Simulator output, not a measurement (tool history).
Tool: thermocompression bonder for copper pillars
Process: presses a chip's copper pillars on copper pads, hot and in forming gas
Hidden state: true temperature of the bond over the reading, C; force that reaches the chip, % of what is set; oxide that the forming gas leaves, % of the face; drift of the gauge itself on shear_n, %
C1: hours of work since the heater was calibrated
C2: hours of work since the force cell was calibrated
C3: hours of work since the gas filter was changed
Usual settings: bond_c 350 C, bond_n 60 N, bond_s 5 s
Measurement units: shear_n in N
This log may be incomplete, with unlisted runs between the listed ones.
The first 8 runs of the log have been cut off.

run 9 day=7.179 | bond_c=350 bond_n=60 bond_s=8 | C1=960 C2=305 C3=391 | shear_n=65.6
run 10 day=8.046 | bond_c=350 bond_n=60 bond_s=8 | C1=970 C2=315 C3=401 | shear_n=65.8
run 11 day=8.975 | bond_c=336 bond_n=60 bond_s=5 | C1=980 C2=326 C3=412 | shear_n=49.7
run 12 day=9.746 | bond_c=336 bond_n=60 bond_s=5 | C1=989 C2=335 C3=421 | shear_n=49.3
run 13 day=10.692 | bond_c=336 bond_n=60 bond_s=5 | C1=1000 C2=345 C3=432 | shear_n=49.2
run 14 day=11.946 | bond_c=336 bond_n=60 bond_s=5 | C1=1015 C2=360 C3=446 | shear_n=48.4
run 15 day=13.05 | bond_c=350 bond_n=60 bond_s=5 | C1=1027 C2=373 C3=459 | shear_n=55.1
-- day=13.933 forming gas filter changed
run 16 day=14.321 | bond_c=350 bond_n=47 bond_s=5 | C1=1042 C2=387 C3=5 | shear_n=47.6
run 17 day=15.204 | bond_c=350 bond_n=60 bond_s=7 | C1=1052 C2=397 C3=15 | shear_n=65.8
run 18 day=15.942 | bond_c=350 bond_n=60 bond_s=7 | C1=1061 C2=406 C3=23 | shear_n=66.5
run 19 day=16.958 | bond_c=350 bond_n=60 bond_s=7 | C1=1072 C2=418 C3=35 | shear_n=65.6
run 20 day=18.117 | bond_c=350 bond_n=60 bond_s=7 | C1=1086 C2=431 C3=48 | shear_n=65.7

Expected results for the next run?
run 21 day=19.154 | bond_c=333 bond_n=40 bond_s=6 | C1=1098 C2=443 C3=60 | shear_n=?

Run 21 gave shear_n 37.2 N.
If the tool had no hidden condition, the same run with the same run-to-run variation would have returned shear_n 35.9 N.
